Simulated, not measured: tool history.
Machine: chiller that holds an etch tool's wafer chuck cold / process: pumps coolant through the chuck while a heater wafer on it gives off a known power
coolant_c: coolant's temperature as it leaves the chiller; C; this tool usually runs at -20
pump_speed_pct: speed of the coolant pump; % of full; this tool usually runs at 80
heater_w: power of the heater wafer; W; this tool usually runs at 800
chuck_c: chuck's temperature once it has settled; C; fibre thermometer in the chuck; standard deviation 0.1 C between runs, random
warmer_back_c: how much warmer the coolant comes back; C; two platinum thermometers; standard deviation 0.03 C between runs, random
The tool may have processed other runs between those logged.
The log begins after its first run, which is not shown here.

run,hour,coolant_c,pump_speed_pct,heater_w,hours since the coolant was changed and the channels were flushed,hours since the pump was overhauled,hours since the chiller's thermometer was calibrated,chuck_c,warmer_back_c
2,106.0,-20,80,800,5699,3128,4792,-12.8,1.78
3,212.8,-20,80,800,5806,3235,4899,-12.8,1.78
4,279.6,-20,80,800,5873,3302,4966,-12.7,1.80
5,329.7,-20,80,800,5923,3352,5016,-12.7,1.84
6,378.4,-20,80,800,5972,3400,5064,-12.8,1.75
7,450.6,-20,80,800,6044,3473,5137,-12.6,1.86
8,524.4,-20,80,800,6118,3546,5210,-12.7,1.79
9,631.3,-20,80,800,6224,3653,5317,-12.6,1.82
# hour 641.8: chiller's thermometer calibrated
10,719.0,-20,76,800,6311,3740,77,-11.7,1.93
11,774.5,-20,99,800,6367,3795,133,-13.1,1.39
12,843.1,-20,99,800,6435,3864,201,-13.2,1.46
13,941.1,-20,80,800,6533,3962,299,-12.1,1.80
14,1008.3,-20,89,800,6600,4029,367,-12.7,1.60
15,1063.8,-20,89,800,6656,4085,422,-12.8,1.69
16,1167.6,-20,89,800,6760,4189,526,-12.7,1.65
17,1248.2,-20,89,800,6840,4269,606,-12.8,1.65
18,1328.7,-20,89,800,6921,4350,687,-12.7,1.61
19,1400.9,-15,61,454,6993,4422,759,-9.7,1.38
20,1450.7,-15,61,454,7043,4472,809,-9.7,1.40
21,1556.4,-16,84,1186,7149,4577,915,-4.5,2.61
22,1649.5,-16,84,1186,7242,4670,1008,-4.7,2.65
23,1729.7,-16,84,1186,7322,4751,1088,-4.3,2.61
24,1842.7,-16,84,1186,7435,4864,1201,-4.4,2.60
25,1932.4,-20,80,698,7525,4953,1291,-13.1,1.68

What does the tool deliver on the next run?
26,1996.1,-20,80,472,7588,5017,1354,?,?

chuck_c: -15.2 C
warmer_back_c: 1.05 C
Were there no unlogged condition in the tool, this run, its random variation unchanged, would have produced chuck_c -15.8 C, warmer_back_c 0.95 C.
